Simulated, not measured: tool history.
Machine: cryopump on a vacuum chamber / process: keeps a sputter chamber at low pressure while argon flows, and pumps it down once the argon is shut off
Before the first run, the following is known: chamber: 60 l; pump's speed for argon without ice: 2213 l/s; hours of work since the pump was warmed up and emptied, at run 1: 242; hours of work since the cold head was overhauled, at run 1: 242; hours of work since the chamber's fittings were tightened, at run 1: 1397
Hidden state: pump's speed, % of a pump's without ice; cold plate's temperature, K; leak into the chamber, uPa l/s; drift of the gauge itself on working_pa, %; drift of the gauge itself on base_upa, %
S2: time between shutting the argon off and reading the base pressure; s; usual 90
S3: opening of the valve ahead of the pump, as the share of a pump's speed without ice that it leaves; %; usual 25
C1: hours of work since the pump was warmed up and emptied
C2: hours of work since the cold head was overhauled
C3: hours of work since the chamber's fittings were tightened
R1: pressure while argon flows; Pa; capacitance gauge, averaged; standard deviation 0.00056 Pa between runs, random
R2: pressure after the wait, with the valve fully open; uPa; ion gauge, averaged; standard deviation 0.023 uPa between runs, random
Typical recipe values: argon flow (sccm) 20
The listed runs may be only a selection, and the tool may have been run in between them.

run 1 day=0 | argon_flow_(sccm)=20 S2=90 S3=25 | C1=242 C2=242 C3=1397 | R1=0.0625 R2=1.82
run 2 day=2.75 | argon_flow_(sccm)=20 S2=90 S3=25 | C1=277 C2=277 C3=1432 | R1=0.0633 R2=1.85
run 3 day=5.683 | argon_flow_(sccm)=20 S2=90 S3=25 | C1=314 C2=314 C3=1469 | R1=0.0621 R2=1.92
run 4 day=7.871 | argon_flow_(sccm)=20 S2=90 S3=25 | C1=342 C2=342 C3=1497 | R1=0.0631 R2=1.83
run 5 day=9.312 | argon_flow_(sccm)=20 S2=90 S3=25 | C1=360 C2=360 C3=1515 | R1=0.0622 R2=1.86
run 6 day=11.796 | argon_flow_(sccm)=20 S2=178 S3=25 | C1=391 C2=391 C3=1547 | R1=0.063 R2=1.66
run 7 day=15.358 | argon_flow_(sccm)=20 S2=178 S3=25 | C1=437 C2=437 C3=1592 | R1=0.0617 R2=1.73
run 8 day=17.279 | argon_flow_(sccm)=20 S2=178 S3=25 | C1=461 C2=461 C3=1616 | R1=0.0632 R2=1.7
run 9 day=19.942 | argon_flow_(sccm)=20 S2=178 S3=25 | C1=495 C2=495 C3=1650 | R1=0.0633 R2=1.67
run 10 day=23.425 | argon_flow_(sccm)=20 S2=178 S3=25 | C1=539 C2=539 C3=1694 | R1=0.0633 R2=1.81
run 11 day=26.704 | argon_flow_(sccm)=32 S2=90 S3=25 | C1=581 C2=581 C3=1736 | R1=0.1002 R2=2.16
run 12 day=29.183 | argon_flow_(sccm)=32 S2=90 S3=25 | C1=612 C2=612 C3=1767 | R1=0.1011 R2=2.28
run 13 day=32.104 | argon_flow_(sccm)=26 S2=90 S3=25 | C1=649 C2=649 C3=1804 | R1=0.0829 R2=2.24
run 14 day=34.983 | argon_flow_(sccm)=26 S2=90 S3=25 | C1=686 C2=686 C3=1841 | R1=0.0828 R2=2.32
run 15 day=38.533 | argon_flow_(sccm)=26 S2=29 S3=25 | C1=731 C2=731 C3=1886 | R1=0.0842 R2=3.71
run 16 day=40.842 | argon_flow_(sccm)=20 S2=90 S3=44 | C1=760 C2=760 C3=1915 | R1=0.0382 R2=2.35
run 17 day=44.033 | argon_flow_(sccm)=20 S2=90 S3=25 | C1=801 C2=801 C3=1956 | R1=0.0644 R2=2.53
run 18 day=47.483 | argon_flow_(sccm)=21 S2=21 S3=25 | C1=844 C2=844 C3=1999 | R1=0.068 R2=4.68
run 19 day=50.221 | argon_flow_(sccm)=14 S2=218 S3=26 | C1=879 C2=879 C3=2034 | R1=0.0437 R2=2.19
run 20 day=53.708 | argon_flow_(sccm)=8 S2=62 S3=51 | C1=923 C2=923 C3=2078 | R1=0.0138 R2=2.91
run 21 day=56.167 | argon_flow_(sccm)=30 S2=90 S3=25 | C1=955 C2=955 C3=2110 | R1=0.0976 R2=2.65
run 22 day=57.683 | argon_flow_(sccm)=38 S2=41 S3=25 | C1=974 C2=974 C3=2129 | R1=0.1248 R2=3.5
-- day=59.542 pump warmed up, emptied and cooled again
run 23 day=59.85 | argon_flow_(sccm)=38 S2=41 S3=31 | C1=4 C2=999 C3=2154 | R1=0.094 R2=3.15
run 24 day=62.246 | argon_flow_(sccm)=23 S2=223 S3=33 | C1=34 C2=1029 C3=2184 | R1=0.0532 R2=1.87
run 25 day=63.8 | argon_flow_(sccm)=36 S2=276 S3=48 | C1=54 C2=1049 C3=2204 | R1=0.0579 R2=1.88
run 26 day=66.608 | argon_flow_(sccm)=8 S2=148 S3=19 | C1=90 C2=1084 C3=2240 | R1=0.0323 R2=2.2
run 27 day=69.308 | argon_flow_(sccm)=10 S2=99 S3=42 | C1=124 C2=1119 C3=2274 | R1=0.0179 R2=2.34
run 28 day=71.746 | argon_flow_(sccm)=9 S2=22 S3=28 | C1=155 C2=1150 C3=2305 | R1=0.0254 R2=4.51
run 29 day=73.992 | argon_flow_(sccm)=9 S2=22 S3=28 | C1=183 C2=1178 C3=2333 | R1=0.0251 R2=4.32
-- day=75.371 leaking fittings of the chamber tightened, without venting
run 30 day=76.675 | argon_flow_(sccm)=9 S2=22 S3=28 | C1=216 C2=1211 C3=17 | R1=0.0247 R2=2.82
run 31 day=78.158 | argon_flow_(sccm)=35 S2=179 S3=25 | C1=235 C2=1230 C3=35 | R1=0.1082 R2=0.53
run 32 day=81.717 | argon_flow_(sccm)=11 S2=68 S3=25 | C1=280 C2=1275 C3=81 | R1=0.0343 R2=1.09
run 33 day=84.962 | argon_flow_(sccm)=35 S2=107 S3=31 | C1=321 C2=1316 C3=122 | R1=0.0896 R2=0.8

A few steps of R1 between consecutive runs. Split each: what settings, incoming material and random variation would produce without the hidden state, and what is left over for the hidden state, along with gauge scatter present in only one of the two compared results (measured, and without hidden state):
Run 20 -> 21: argon flow (sccm) 8 -> 30, S2 62 -> 90, S3 51 -> 25. R1 +0.0838 Pa: hidden state +0.0047, all else +0.0791.
Run 21 -> 22: argon flow (sccm) 30 -> 38, S2 90 -> 41. R1 +0.0272 Pa: hidden state +0.0019, all else +0.0253.
Run 22 -> 23: S3 25 -> 31, pump warmed up, emptied and cooled again. R1 -0.0308 Pa: hidden state -0.0078, all else -0.023.
Run 30 -> 31: argon flow (sccm) 9 -> 35, S2 22 -> 179, S3 28 -> 25. R1 +0.0835 Pa: hidden state +0.0014, all else +0.0821.
Run 31 -> 32: argon flow (sccm) 35 -> 11, S2 179 -> 68. R1 -0.0739 Pa: hidden state -0.0012, all else -0.0727.

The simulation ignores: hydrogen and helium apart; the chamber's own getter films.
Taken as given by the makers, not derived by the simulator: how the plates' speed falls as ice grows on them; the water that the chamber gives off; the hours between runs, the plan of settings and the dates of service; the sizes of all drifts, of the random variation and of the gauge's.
